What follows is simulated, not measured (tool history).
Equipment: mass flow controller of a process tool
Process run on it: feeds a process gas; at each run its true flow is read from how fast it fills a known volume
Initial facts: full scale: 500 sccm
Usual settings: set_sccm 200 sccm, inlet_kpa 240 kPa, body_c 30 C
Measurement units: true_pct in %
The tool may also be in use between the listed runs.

run,hour,set_sccm,inlet_kpa,body_c,true_pct
1,0.0,200,240,30,99.62
2,117.4,200,240,30,99.75
3,312.2,200,240,30,99.67
4,426.6,200,240,30,99.63
5,524.6,200,240,30,99.67
6,699.2,200,240,30,99.59
7,853.7,200,240,30,99.41
8,943.8,200,240,30,99.46
9,1040.9,200,240,35,99.87
10,1160.3,200,240,35,99.79
# hour 1204.4: controller exchanged for a calibrated one
11,1336.7,200,240,23,98.87
12,1461.3,200,240,23,98.97
13,1584.0,200,240,30,99.23
14,1772.3,200,240,30,99.22
15,1967.3,149,240,30,98.96
16,2088.1,58,202,30,98.67
17,2193.6,202,275,24,98.77
18,2347.2,202,275,24,98.88
19,2447.1,80,275,30,98.99
20,2588.9,200,160,20,97.93
21,2780.8,388,160,20,98.31
# hour 2854.8: gauge calibrated
22,2875.7,64,240,38,100.06
23,3028.3,76,197,28,99.01
24,3236.7,62,183,23,98.55
25,3371.3,62,183,23,98.57
26,3491.3,212,183,23,98.71
27,3662.4,195,227,30,99.44

Consider 3 possible next runs. They are alternatives, not a sequence: every one starts from the tool as it was left by run 27. What does each give?
A,3783.5,103,227,23,?
B,3783.5,200,146,30,?
C,3783.5,195,167,30,?

run,true_pct
A,98.78
B,99.16
C,99.13
Stripped of hidden state, with their random variation kept, the same runs would have yielded:
run,true_pct
A,99.09
B,99.47
C,99.44
